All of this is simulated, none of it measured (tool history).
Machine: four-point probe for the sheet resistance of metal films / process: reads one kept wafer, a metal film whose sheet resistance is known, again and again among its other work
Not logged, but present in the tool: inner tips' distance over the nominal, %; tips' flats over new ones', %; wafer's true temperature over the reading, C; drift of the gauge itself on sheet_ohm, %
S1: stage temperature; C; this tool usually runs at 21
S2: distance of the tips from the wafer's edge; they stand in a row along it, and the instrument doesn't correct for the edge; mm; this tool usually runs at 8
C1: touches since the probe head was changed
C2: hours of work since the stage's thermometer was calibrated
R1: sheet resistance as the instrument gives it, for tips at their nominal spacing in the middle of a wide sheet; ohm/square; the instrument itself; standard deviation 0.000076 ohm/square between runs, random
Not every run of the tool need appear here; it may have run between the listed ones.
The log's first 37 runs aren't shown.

run	hour	S1	S2	C1	C2	R1
38	2002	28	15	141859	182	0.376481
39	2040.8	26	3	144436	213	0.381746
40	2113.5	26	3	149264	271	0.381557
41	2167.3	19	7	152841	314	0.376152
# hour 2190.2: new probe head fitted
42	2202.6	19	12	825	341	0.379582
43	2255.2	19	12	4314	383	0.379688
44	2326.8	21	3	9068	439	0.384802
45	2400	22	52	13931	498	0.379356

Consider 3 possible next runs. They are alternatives, not a sequence: every one starts from the tool as it was left by run 45. What does each give?
A	2430.6	34	4	15964	522	?
B	2430.6	19	52	15964	522	?
C	2430.6	22	24	15964	522	?

run	R1
A	0.383472
B	0.378953
C	0.379267
With no hidden state in the tool, these same runs would have given:
run	R1
A	0.383583
B	0.379076
C	0.379387
